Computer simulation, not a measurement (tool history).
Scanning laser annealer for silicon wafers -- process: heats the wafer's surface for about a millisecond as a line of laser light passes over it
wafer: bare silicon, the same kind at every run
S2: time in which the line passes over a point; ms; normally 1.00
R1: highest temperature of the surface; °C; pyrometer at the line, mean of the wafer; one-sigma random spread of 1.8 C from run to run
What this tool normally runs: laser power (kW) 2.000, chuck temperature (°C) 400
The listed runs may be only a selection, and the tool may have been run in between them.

Run 1, day 0.000: usual settings. Result: R1 1076 °C.
Run 2, day 0.404: usual settings. Result: R1 1074 °C.
Run 3, day 0.783: usual settings. Result: R1 1077 °C.
Run 4, day 1.046: usual settings but laser power (kW) 1.817. Result: R1 1017 °C.
Run 5, day 1.462: usual settings but laser power (kW) 1.817. Result: R1 1014 °C.
Run 6, day 1.833: usual settings but laser power (kW) 2.088, S2 0.95 ms, chuck temperature (°C) 410. Result: R1 1093 °C.
Run 7, day 2.117: usual settings but laser power (kW) 2.088, S2 0.92 ms, chuck temperature (°C) 378. Result: R1 1054 °C.
Run 8, day 2.612: usual settings but S2 1.17 ms, chuck temperature (°C) 392. Result: R1 1124 °C.
Run 9, day 3.033: usual settings but laser power (kW) 2.135. Result: R1 1116 °C.
Run 10, day 3.317: usual settings but laser power (kW) 2.135. Result: R1 1120 °C.

Branching from run 10: 4 alternative next runs. What would each branch give?
Run A, day 3.725: usual settings but laser power (kW) 1.754. Result: R1 ?.
Run B, day 3.725: usual settings but laser power (kW) 2.019, S2 1.05 ms. Result: R1 ?.
Run C, day 3.725: usual settings but laser power (kW) 2.164, S2 0.75 ms, chuck temperature (°C) 369. Result: R1 ?.
Run D, day 3.725: usual settings but laser power (kW) 2.135, S2 1.10 ms. Result: R1 ?.

run    R1
  A   997
  B  1095
  C   996
  D  1155
With the hidden condition removed and each run's random variation left untouched, the same runs would have given:
run    R1
  A  1024
  B  1126
  C  1023
  D  1188
